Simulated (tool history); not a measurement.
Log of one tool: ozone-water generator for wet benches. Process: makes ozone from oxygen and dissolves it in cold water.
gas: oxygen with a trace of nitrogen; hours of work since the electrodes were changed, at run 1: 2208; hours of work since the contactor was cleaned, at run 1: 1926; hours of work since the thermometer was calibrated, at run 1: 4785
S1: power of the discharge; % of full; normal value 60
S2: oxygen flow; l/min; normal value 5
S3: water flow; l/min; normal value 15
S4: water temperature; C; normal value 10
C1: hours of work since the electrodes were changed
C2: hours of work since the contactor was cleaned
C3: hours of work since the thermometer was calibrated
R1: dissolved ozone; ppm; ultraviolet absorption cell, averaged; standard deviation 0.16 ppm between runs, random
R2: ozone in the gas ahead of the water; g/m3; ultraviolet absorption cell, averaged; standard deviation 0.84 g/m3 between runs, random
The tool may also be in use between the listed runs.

run	hour	S1	S2	S3	S4	C1	C2	C3	R1	R2
1	0	60	5	15	10	2208	1926	4785	19.1	132.3
2	131	60	5	12	10	2288	2006	4865	22.5	132.1
3	265	60	5	12	10	2369	2088	4947	22.3	132.1
4	342.6	60	5	15	10	2417	2135	4994	19.1	132.5
5	436.9	60	5	15	10	2474	2193	5051	19.2	131.9
# hour 502.7: water thermometer calibrated
6	588.3	66	5	15	10	2566	2285	52	20.5	142.1
7	743.2	66	5	15	10	2660	2379	147	20.4	140.2
8	869	66	5	15	10	2737	2456	223	20.3	140.9
9	1033.2	60	5	15	10	2837	2556	323	18.9	131
10	1126.9	60	5	15	11	2894	2613	381	18.5	132.4
# hour 1249.2: water thermometer calibrated, once more
11	1281.5	85	2.84	14	7	2988	2707	20	27.6	244.7
12	1388.5	85	2.84	14	7	3053	2772	85	27.1	243.6
13	1464.8	85	4.96	21	16	3100	2819	131	17.4	172.2
14	1598.3	85	4.96	21	16	3181	2900	213	17.2	172.1
15	1757.9	85	4.96	21	16	3279	2997	310	17.6	171.6
16	1911.6	85	4.96	11	17	3372	3091	404	26.7	170.8
17	2008.5	62	4.96	16	17	3431	3150	463	16.3	133.1
18	2081.1	82	7.09	11	5	3476	3194	507	30.4	132.9

Forecast each of these 5 alternatives for the next run:
A	2238.5	73	7.09	13	16	3572	3290	603	?	?
B	2238.5	82	4.64	11	5	3572	3290	603	?	?
C	2238.5	50	7.09	11	9	3572	3290	603	?	?
D	2238.5	60	7.71	9	10	3572	3290	603	?	?
E	2238.5	60	5	15	11	3572	3290	603	?	?

run	R1	R2
A	20.1	120.8
B	32	173.6
C	18.8	91.4
D	23.4	99.3
E	18.2	129.8
Stripped of hidden state, with their random variation kept, the same runs would have yielded:
run	R1	R2
A	21.7	125.7
B	34.5	181.3
C	20	94
D	24.9	102.7
E	19.5	134.3
